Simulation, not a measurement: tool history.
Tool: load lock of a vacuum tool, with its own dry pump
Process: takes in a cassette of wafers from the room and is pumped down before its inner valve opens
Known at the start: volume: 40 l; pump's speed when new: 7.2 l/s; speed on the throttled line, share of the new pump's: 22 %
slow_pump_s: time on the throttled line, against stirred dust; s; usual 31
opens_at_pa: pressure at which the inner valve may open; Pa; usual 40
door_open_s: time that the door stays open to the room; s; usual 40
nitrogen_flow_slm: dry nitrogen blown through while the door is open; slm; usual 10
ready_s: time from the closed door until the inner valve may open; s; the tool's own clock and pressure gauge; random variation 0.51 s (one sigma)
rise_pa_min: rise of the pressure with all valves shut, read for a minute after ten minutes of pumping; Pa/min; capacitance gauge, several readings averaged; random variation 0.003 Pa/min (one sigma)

run	hour	slow_pump_s	opens_at_pa	door_open_s	nitrogen_flow_slm	incoming humidity of the room's air, %	ready_s	rise_pa_min
1	0	31	40	40	10	47.9	69.8	0.125
2	87.2	31	40	40	10	46.2	69	0.132
3	175.3	31	40	40	10	47	69.6	0.131
4	277.9	32	40	40	10	43.5	71.2	0.124
5	335.8	31	61	40	10	47.6	67.4	0.124
6	445.2	31	61	40	10	45.9	68.3	0.128
7	521.8	31	61	40	10	43.2	67.9	0.132
8	617.9	31	61	40	10	46.4	68.1	0.139
9	680.1	31	61	40	10	44.1	68.2	0.133
10	784.2	31	40	40	9	45.6	70.1	0.137
11	850.7	31	40	40	10	44.4	70.7	0.136
12	944.4	31	43	40	10	45.9	70.9	0.138
13	1059.3	31	43	40	10	44.1	70.5	0.14
14	1112	21	40	40	10	45.6	62.7	0.138
15	1232.4	31	40	71	10	46.8	70.3	0.158
16	1295.6	31	40	40	10	48.6	69.4	0.149
17	1369.9	31	40	40	10	45.6	71.1	0.143
18	1463.6	31	40	40	10	44.5	71.2	0.141
19	1549	41	32	47	19	45.6	80.4	0.14
20	1638.6	37	32	47	19	45.9	77.4	0.139
21	1739.2	23	40	40	10	45.2	64.7	0.149
22	1854.9	23	40	40	10	45.4	66	0.146
23	1913.7	17	40	75	4	45	60.3	0.181
24	1975.8	53	40	109	10	42.1	87.4	0.173
25	2034.9	22	40	40	10	43.3	63.5	0.157
26	2137.5	31	40	34	10	40.8	70.7	0.147
27	2256.8	31	43	180	24	43.2	70.3	0.168
28	2332	49	35	36	5	46.9	86	0.171
29	2382.3	31	76	35	9	44.3	67.3	0.158
30	2458.1	27	32	115	45	44.7	70.1	0.146
31	2557.9	16	48	191	27	44.5	58.6	0.176
32	2678.3	16	48	191	27	48.8	59.4	0.178
33	2768.5	16	48	191	27	47.2	59.2	0.181
34	2882.7	31	40	40	40	44.2	71.3	0.149
35	2954	42	52	47	5	43.9	77.3	0.177
# hour 3008.2: door's seal changed, seat wiped
36	3051.5	35	52	47	5	45.2	73.5	0.062

Some steps in ready_s between neighbouring runs. How much of each would the tool show without its hidden state too (settings, what came in, random variation), and how much is left for the hidden state, with any gauge scatter that isn't in both results?
The hidden state here: pump's speed, % of a new pump's; leak at the door's seal, Pa l/s; drift of the gauge itself on ready_s, %; drift of the gauge itself on rise_pa_min, %.
Run 23 -> 24: slow_pump_s 17 -> 53, door_open_s 75 -> 109, nitrogen_flow_slm 4 -> 10. ready_s +27.1 s: hidden state -0.7, all else +27.8.
Run 24 -> 25: slow_pump_s 53 -> 22, door_open_s 109 -> 40. ready_s -23.9 s: hidden state +0.6, all else -24.5.
Run 28 -> 29: slow_pump_s 49 -> 31, opens_at_pa 35 -> 76, door_open_s 36 -> 35, nitrogen_flow_slm 5 -> 9. ready_s -18.7 s: hidden state +0, all else -18.7.
Run 29 -> 30: slow_pump_s 31 -> 27, opens_at_pa 76 -> 32, door_open_s 35 -> 115, nitrogen_flow_slm 9 -> 45. ready_s +2.8 s: hidden state +0.6, all else +2.2.
